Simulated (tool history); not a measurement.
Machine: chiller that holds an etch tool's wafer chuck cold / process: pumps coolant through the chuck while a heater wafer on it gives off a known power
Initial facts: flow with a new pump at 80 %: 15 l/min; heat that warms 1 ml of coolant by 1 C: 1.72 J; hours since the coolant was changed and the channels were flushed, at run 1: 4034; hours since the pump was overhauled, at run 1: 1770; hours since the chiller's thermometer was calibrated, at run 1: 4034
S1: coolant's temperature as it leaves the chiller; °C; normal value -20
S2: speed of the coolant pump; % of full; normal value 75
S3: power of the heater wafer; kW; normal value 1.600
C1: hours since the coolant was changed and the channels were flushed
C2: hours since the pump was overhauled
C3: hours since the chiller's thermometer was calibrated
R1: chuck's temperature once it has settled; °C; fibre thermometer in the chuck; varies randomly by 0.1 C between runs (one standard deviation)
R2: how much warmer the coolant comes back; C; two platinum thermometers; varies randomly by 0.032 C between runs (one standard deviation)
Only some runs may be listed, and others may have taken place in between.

{"run": 1, "hour": 0.0, "S1": -20, "S2": 75, "S3": 1.6, "C1": 4034, "C2": 1770, "C3": 4034, "R1": -4.4, "R2": 4.14}
{"run": 2, "hour": 39.2, "S1": -20, "S2": 63, "S3": 1.6, "C1": 4073, "C2": 1809, "C3": 4073, "R1": -1.5, "R2": 4.93}
{"run": 3, "hour": 62.7, "S1": -20, "S2": 75, "S3": 1.6, "C1": 4097, "C2": 1833, "C3": 4097, "R1": -4.2, "R2": 4.15}
{"run": 4, "hour": 82.3, "S1": -22, "S2": 75, "S3": 1.6, "C1": 4116, "C2": 1852, "C3": 4116, "R1": -6.1, "R2": 4.11}
{"run": 5, "hour": 127.3, "S1": -20, "S2": 90, "S3": 1.6, "C1": 4161, "C2": 1897, "C3": 4161, "R1": -6.6, "R2": 3.41}
{"run": 6, "hour": 149.3, "S1": -20, "S2": 90, "S3": 1.6, "C1": 4183, "C2": 1919, "C3": 4183, "R1": -6.6, "R2": 3.38}
{"run": 7, "hour": 169.9, "S1": -20, "S2": 75, "S3": 1.6, "C1": 4204, "C2": 1940, "C3": 4204, "R1": -4.0, "R2": 4.12}
{"run": 8, "hour": 193.9, "S1": -20, "S2": 75, "S3": 1.6, "C1": 4228, "C2": 1964, "C3": 4228, "R1": -3.9, "R2": 4.11}
{"run": 9, "hour": 217.5, "S1": -20, "S2": 75, "S3": 1.6, "C1": 4251, "C2": 1988, "C3": 4251, "R1": -3.9, "R2": 4.07}
{"run": 10, "hour": 239.6, "S1": -23, "S2": 89, "S3": 1.131, "C1": 4273, "C2": 2010, "C3": 4273, "R1": -13.7, "R2": 2.42}
{"run": 11, "hour": 275.6, "S1": -20, "S2": 60, "S3": 1.6, "C1": 4310, "C2": 2046, "C3": 4310, "R1": -0.2, "R2": 5.23}
{"run": 12, "hour": 319.9, "S1": -19, "S2": 60, "S3": 1.9, "C1": 4354, "C2": 2090, "C3": 4354, "R1": 4.7, "R2": 6.19}
{"run": 13, "hour": 362.8, "S1": -19, "S2": 60, "S3": 1.9, "C1": 4397, "C2": 2133, "C3": 4397, "R1": 4.8, "R2": 6.23}
{"run": 14, "hour": 405.5, "S1": -19, "S2": 93, "S3": 1.9, "C1": 4439, "C2": 2176, "C3": 4439, "R1": -3.1, "R2": 3.93}
{"run": 15, "hour": 434.7, "S1": -19, "S2": 93, "S3": 1.9, "C1": 4469, "C2": 2205, "C3": 4469, "R1": -3.2, "R2": 3.91}
{"run": 16, "hour": 474.8, "S1": -19, "S2": 93, "S3": 1.9, "C1": 4509, "C2": 2245, "C3": 4509, "R1": -2.9, "R2": 3.89}

Here are 5 independent what-if runs from the current tool condition. What would each one return?
{"run": "A", "hour": 500.8, "S1": -13, "S2": 74, "S3": 1.6, "C1": 4535, "C2": 2271, "C3": 4535, "R1": "?", "R2": "?"}
{"run": "B", "hour": 500.8, "S1": -22, "S2": 75, "S3": 0.949, "C1": 4535, "C2": 2271, "C3": 4535, "R1": "?", "R2": "?"}
{"run": "C", "hour": 500.8, "S1": -12, "S2": 75, "S3": 1.584, "C1": 4535, "C2": 2271, "C3": 4535, "R1": "?", "R2": "?"}
{"run": "D", "hour": 500.8, "S1": -26, "S2": 60, "S3": 1.715, "C1": 4535, "C2": 2271, "C3": 4535, "R1": "?", "R2": "?"}
{"run": "E", "hour": 500.8, "S1": -19, "S2": 89, "S3": 1.9, "C1": 4535, "C2": 2271, "C3": 4535, "R1": "?", "R2": "?"}

run=A R1=3.6 R2=4.18
run=B R1=-12.6 R2=2.45
run=C R1=4.3 R2=4.08
run=D R1=-4.3 R2=5.67
run=E R1=-2.3 R2=4.06
Without the tool's hidden state the same runs would have given:
run=A R1=0.6 R2=4.04
run=B R1=-14.0 R2=2.37
run=C R1=1.5 R2=3.94
run=D R1=-8.3 R2=5.48
run=E R1=-5.2 R2=3.93

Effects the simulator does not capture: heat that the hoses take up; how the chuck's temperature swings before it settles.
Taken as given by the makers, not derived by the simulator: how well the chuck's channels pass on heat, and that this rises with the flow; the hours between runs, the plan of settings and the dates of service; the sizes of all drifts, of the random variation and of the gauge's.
